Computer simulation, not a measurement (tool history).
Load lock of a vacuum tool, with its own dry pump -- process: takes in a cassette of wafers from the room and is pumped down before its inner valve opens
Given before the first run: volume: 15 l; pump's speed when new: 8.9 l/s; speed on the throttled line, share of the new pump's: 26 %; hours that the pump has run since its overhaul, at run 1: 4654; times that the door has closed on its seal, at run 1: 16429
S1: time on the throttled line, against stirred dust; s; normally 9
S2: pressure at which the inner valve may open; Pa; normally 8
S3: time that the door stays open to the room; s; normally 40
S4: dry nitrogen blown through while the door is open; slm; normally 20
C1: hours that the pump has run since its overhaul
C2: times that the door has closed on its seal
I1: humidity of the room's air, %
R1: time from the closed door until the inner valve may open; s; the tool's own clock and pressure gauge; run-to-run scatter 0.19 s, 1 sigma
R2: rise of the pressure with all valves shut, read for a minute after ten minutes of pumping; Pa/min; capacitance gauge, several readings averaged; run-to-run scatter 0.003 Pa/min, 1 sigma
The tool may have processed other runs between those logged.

run 1 hour=0 | S1=9 S2=8 S3=40 S4=20 | C1=4654 C2=16429 | I1=45.2 | R1=22.9 R2=0.018
run 2 hour=70.9 | S1=9 S2=8 S3=40 S4=20 | C1=4725 C2=16739 | I1=47.7 | R1=22.7 R2=0.013
run 3 hour=141.7 | S1=4 S2=8 S3=40 S4=20 | C1=4796 C2=17048 | I1=42.9 | R1=19.4 R2=0.015
run 4 hour=234.1 | S1=4 S2=8 S3=40 S4=20 | C1=4888 C2=17452 | I1=47.6 | R1=19.1 R2=0.02
run 5 hour=349.9 | S1=4 S2=8 S3=40 S4=20 | C1=5004 C2=17958 | I1=49.1 | R1=19.3 R2=0.017
run 6 hour=469.1 | S1=9 S2=8 S3=40 S4=20 | C1=5123 C2=18478 | I1=42.6 | R1=22.9 R2=0.012
run 7 hour=532.1 | S1=9 S2=8 S3=40 S4=20 | C1=5186 C2=18754 | I1=47.4 | R1=22.9 R2=0.018
run 8 hour=589.8 | S1=9 S2=8 S3=40 S4=20 | C1=5244 C2=19006 | I1=47 | R1=22.6 R2=0.013
run 9 hour=713.8 | S1=9 S2=8 S3=40 S4=20 | C1=5368 C2=19547 | I1=45.2 | R1=22.7 R2=0.019
run 10 hour=768.9 | S1=9 S2=8 S3=40 S4=20 | C1=5423 C2=19788 | I1=40 | R1=22.7 R2=0.018
run 11 hour=839.5 | S1=9 S2=16 S3=64 S4=9 | C1=5493 C2=20096 | I1=43.5 | R1=21.5 R2=0.023

What will run 12 give?
run 12 hour=966.2 | S1=9 S2=8 S3=40 S4=12 | C1=5620 C2=20650 | I1=49.1 | R1=? R2=?

{"run 12": {"R1": 22.7, "R2": 0.017}}
Minus the tool's unlogged condition, the same run would have read R1 22.7 s, R2 0.017 Pa/min.
